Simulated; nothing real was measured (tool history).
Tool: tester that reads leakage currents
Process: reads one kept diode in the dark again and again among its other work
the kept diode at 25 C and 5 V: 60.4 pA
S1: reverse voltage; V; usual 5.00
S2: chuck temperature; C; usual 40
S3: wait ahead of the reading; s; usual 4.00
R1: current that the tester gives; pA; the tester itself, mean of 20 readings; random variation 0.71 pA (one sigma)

{"run": 1, "day": 0.0, "S1": 5.0, "S2": 40, "S3": 4.0, "R1": 234.55}
{"run": 2, "day": 0.642, "S1": 5.0, "S2": 40, "S3": 4.0, "R1": 235.19}
{"run": 3, "day": 1.271, "S1": 5.0, "S2": 40, "S3": 4.0, "R1": 236.6}
{"run": 4, "day": 2.454, "S1": 5.0, "S2": 30, "S3": 4.0, "R1": 96.71}
{"run": 5, "day": 3.129, "S1": 5.0, "S2": 30, "S3": 4.0, "R1": 97.05}
{"run": 6, "day": 4.325, "S1": 5.0, "S2": 30, "S3": 4.0, "R1": 96.82}
{"run": 7, "day": 5.254, "S1": 5.0, "S2": 30, "S3": 4.0, "R1": 96.95}
{"run": 8, "day": 6.288, "S1": 5.0, "S2": 30, "S3": 4.0, "R1": 96.92}
{"run": 9, "day": 7.204, "S1": 5.0, "S2": 30, "S3": 4.0, "R1": 96.93}
{"run": 10, "day": 7.917, "S1": 5.0, "S2": 30, "S3": 4.0, "R1": 97.05}
{"run": 11, "day": 9.038, "S1": 5.0, "S2": 43, "S3": 4.0, "R1": 304.77}
{"run": 12, "day": 10.471, "S1": 5.0, "S2": 40, "S3": 4.0, "R1": 235.43}
{"run": 13, "day": 11.838, "S1": 4.04, "S2": 40, "S3": 4.0, "R1": 220.33}
{"run": 14, "day": 13.271, "S1": 4.04, "S2": 40, "S3": 4.0, "R1": 219.07}
{"run": 15, "day": 14.483, "S1": 5.0, "S2": 40, "S3": 5.49, "R1": 235.83}
{"run": 16, "day": 15.825, "S1": 5.0, "S2": 40, "S3": 5.49, "R1": 236.0}
{"run": 17, "day": 16.858, "S1": 1.62, "S2": 40, "S3": 4.0, "R1": 161.93}
{"run": 18, "day": 18.1, "S1": 2.24, "S2": 40, "S3": 1.88, "R1": 180.25}
{"run": 19, "day": 19.183, "S1": 13.06, "S2": 40, "S3": 4.0, "R1": 325.72}
{"run": 20, "day": 20.596, "S1": 14.39, "S2": 25, "S3": 1.12, "R1": 88.45}
{"run": 21, "day": 22.046, "S1": 14.39, "S2": 25, "S3": 1.12, "R1": 89.24}
{"run": 22, "day": 23.488, "S1": 6.62, "S2": 40, "S3": 1.12, "R1": 259.35}
{"run": 23, "day": 24.35, "S1": 5.0, "S2": 47, "S3": 3.52, "R1": 422.29}
{"run": 24, "day": 25.562, "S1": 5.0, "S2": 45, "S3": 4.0, "R1": 359.89}
{"run": 25, "day": 26.738, "S1": 5.0, "S2": 48, "S3": 4.0, "R1": 460.76}
{"run": 26, "day": 27.488, "S1": 10.21, "S2": 27, "S3": 0.83, "R1": 95.47}
{"run": 27, "day": 28.133, "S1": 5.0, "S2": 40, "S3": 0.95, "R1": 237.24}
{"run": 28, "day": 29.6, "S1": 9.9, "S2": 23, "S3": 5.32, "R1": 63.36}

Run 29 comes next. What will it give?
{"run": 29, "day": 30.217, "S1": 3.31, "S2": 47, "S3": 0.86, "R1": "?"}

R1: 370.11 pA
Without the tool's hidden state the same run would have given R1 370.48 pA.
